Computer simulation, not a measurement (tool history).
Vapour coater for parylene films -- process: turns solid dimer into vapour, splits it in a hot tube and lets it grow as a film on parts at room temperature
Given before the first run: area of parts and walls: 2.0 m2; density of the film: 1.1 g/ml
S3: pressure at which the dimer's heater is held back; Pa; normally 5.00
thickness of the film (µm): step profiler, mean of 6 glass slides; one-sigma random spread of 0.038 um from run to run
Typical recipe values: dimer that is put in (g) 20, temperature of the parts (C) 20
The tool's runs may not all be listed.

{"run": 1, "day": 0.0, "dimer that is put in (g)": 20, "temperature of the parts (C)": 20, "S3": 5.0, "thickness of the film (µm)": 6.33}
{"run": 2, "day": 0.671, "dimer that is put in (g)": 20, "temperature of the parts (C)": 20, "S3": 5.0, "thickness of the film (µm)": 6.27}
{"run": 3, "day": 1.475, "dimer that is put in (g)": 20, "temperature of the parts (C)": 18, "S3": 5.0, "thickness of the film (µm)": 6.88}
{"run": 4, "day": 2.146, "dimer that is put in (g)": 20, "temperature of the parts (C)": 18, "S3": 5.0, "thickness of the film (µm)": 6.86}
{"run": 5, "day": 2.6, "dimer that is put in (g)": 20, "temperature of the parts (C)": 20, "S3": 5.0, "thickness of the film (µm)": 6.23}
{"run": 6, "day": 3.092, "dimer that is put in (g)": 20, "temperature of the parts (C)": 20, "S3": 5.0, "thickness of the film (µm)": 6.25}
{"run": 7, "day": 3.988, "dimer that is put in (g)": 20, "temperature of the parts (C)": 20, "S3": 5.0, "thickness of the film (µm)": 6.29}
{"run": 8, "day": 4.454, "dimer that is put in (g)": 20, "temperature of the parts (C)": 20, "S3": 5.0, "thickness of the film (µm)": 6.26}
{"run": 9, "day": 4.883, "dimer that is put in (g)": 20, "temperature of the parts (C)": 23, "S3": 5.0, "thickness of the film (µm)": 5.48}
{"run": 10, "day": 5.65, "dimer that is put in (g)": 19, "temperature of the parts (C)": 23, "S3": 5.0, "thickness of the film (µm)": 5.2}
{"run": 11, "day": 6.129, "dimer that is put in (g)": 20, "temperature of the parts (C)": 23, "S3": 5.0, "thickness of the film (µm)": 5.45}
{"run": 12, "day": 6.779, "dimer that is put in (g)": 20, "temperature of the parts (C)": 23, "S3": 5.0, "thickness of the film (µm)": 5.43}
{"run": 13, "day": 7.496, "dimer that is put in (g)": 20, "temperature of the parts (C)": 23, "S3": 5.0, "thickness of the film (µm)": 5.34}
{"run": 14, "day": 8.338, "dimer that is put in (g)": 20, "temperature of the parts (C)": 20, "S3": 5.0, "thickness of the film (µm)": 6.02}
{"day": 9.079, "done": "trap's valve overhauled"}
{"run": 15, "day": 9.292, "dimer that is put in (g)": 20, "temperature of the parts (C)": 20, "S3": 5.0, "thickness of the film (µm)": 7.14}
{"run": 16, "day": 10.008, "dimer that is put in (g)": 20, "temperature of the parts (C)": 20, "S3": 5.0, "thickness of the film (µm)": 7.12}
{"run": 17, "day": 10.4, "dimer that is put in (g)": 20, "temperature of the parts (C)": 20, "S3": 10.73, "thickness of the film (µm)": 6.45}
{"run": 18, "day": 10.788, "dimer that is put in (g)": 20, "temperature of the parts (C)": 20, "S3": 10.73, "thickness of the film (µm)": 6.47}
{"run": 19, "day": 11.704, "dimer that is put in (g)": 20, "temperature of the parts (C)": 20, "S3": 10.73, "thickness of the film (µm)": 6.37}
{"run": 20, "day": 12.583, "dimer that is put in (g)": 20, "temperature of the parts (C)": 20, "S3": 5.0, "thickness of the film (µm)": 7.04}
{"run": 21, "day": 13.004, "dimer that is put in (g)": 20, "temperature of the parts (C)": 20, "S3": 5.0, "thickness of the film (µm)": 7.04}
{"run": 22, "day": 13.529, "dimer that is put in (g)": 11, "temperature of the parts (C)": 23, "S3": 2.44, "thickness of the film (µm)": 3.67}
{"run": 23, "day": 14.454, "dimer that is put in (g)": 26, "temperature of the parts (C)": 13, "S3": 8.03, "thickness of the film (µm)": 11.29}
{"run": 24, "day": 15.212, "dimer that is put in (g)": 26, "temperature of the parts (C)": 13, "S3": 8.03, "thickness of the film (µm)": 11.28}
{"run": 25, "day": 15.996, "dimer that is put in (g)": 26, "temperature of the parts (C)": 13, "S3": 8.03, "thickness of the film (µm)": 11.26}
{"run": 26, "day": 16.638, "dimer that is put in (g)": 32, "temperature of the parts (C)": 15, "S3": 2.54, "thickness of the film (µm)": 13.83}
{"run": 27, "day": 17.317, "dimer that is put in (g)": 24, "temperature of the parts (C)": 15, "S3": 2.94, "thickness of the film (µm)": 10.38}
{"run": 28, "day": 18.075, "dimer that is put in (g)": 29, "temperature of the parts (C)": 20, "S3": 3.03, "thickness of the film (µm)": 10.71}
{"run": 29, "day": 18.8, "dimer that is put in (g)": 20, "temperature of the parts (C)": 20, "S3": 8.25, "thickness of the film (µm)": 6.42}
{"run": 30, "day": 19.242, "dimer that is put in (g)": 33, "temperature of the parts (C)": 18, "S3": 6.5, "thickness of the film (µm)": 11.88}
{"run": 31, "day": 20.05, "dimer that is put in (g)": 28, "temperature of the parts (C)": 18, "S3": 5.0, "thickness of the film (µm)": 10.36}
{"run": 32, "day": 20.712, "dimer that is put in (g)": 20, "temperature of the parts (C)": 17, "S3": 6.49, "thickness of the film (µm)": 7.57}
{"run": 33, "day": 21.375, "dimer that is put in (g)": 8, "temperature of the parts (C)": 13, "S3": 3.9, "thickness of the film (µm)": 3.36}
{"run": 34, "day": 22.208, "dimer that is put in (g)": 20, "temperature of the parts (C)": 20, "S3": 6.11, "thickness of the film (µm)": 6.56}
{"run": 35, "day": 23.012, "dimer that is put in (g)": 20, "temperature of the parts (C)": 20, "S3": 6.11, "thickness of the film (µm)": 6.63}
{"run": 36, "day": 23.825, "dimer that is put in (g)": 20, "temperature of the parts (C)": 21, "S3": 2.49, "thickness of the film (µm)": 7.03}
{"run": 37, "day": 24.358, "dimer that is put in (g)": 20, "temperature of the parts (C)": 21, "S3": 2.49, "thickness of the film (µm)": 6.95}
{"run": 38, "day": 25.171, "dimer that is put in (g)": 17, "temperature of the parts (C)": 17, "S3": 4.94, "thickness of the film (µm)": 6.48}
{"run": 39, "day": 26.05, "dimer that is put in (g)": 17, "temperature of the parts (C)": 22, "S3": 4.94, "thickness of the film (µm)": 5.22}
{"run": 40, "day": 27.008, "dimer that is put in (g)": 12, "temperature of the parts (C)": 17, "S3": 4.47, "thickness of the film (µm)": 4.57}

Alternative continuations, all from the tool just after run 40; predict every row:
{"run": "A", "day": 27.667, "dimer that is put in (g)": 9, "temperature of the parts (C)": 14, "S3": 3.31, "thickness of the film (µm)": "?"}
{"run": "B", "day": 27.667, "dimer that is put in (g)": 11, "temperature of the parts (C)": 17, "S3": 2.73, "thickness of the film (µm)": "?"}
{"run": "C", "day": 27.667, "dimer that is put in (g)": 35, "temperature of the parts (C)": 20, "S3": 5.0, "thickness of the film (µm)": "?"}

run=A thickness_of_the_film_(µm)=3.65
run=B thickness_of_the_film_(µm)=4.47
run=C thickness_of_the_film_(µm)=11.32
What these runs would have given with no unlogged condition in the tool:
run=A thickness_of_the_film_(µm)=3.98
run=B thickness_of_the_film_(µm)=4.80
run=C thickness_of_the_film_(µm)=12.17
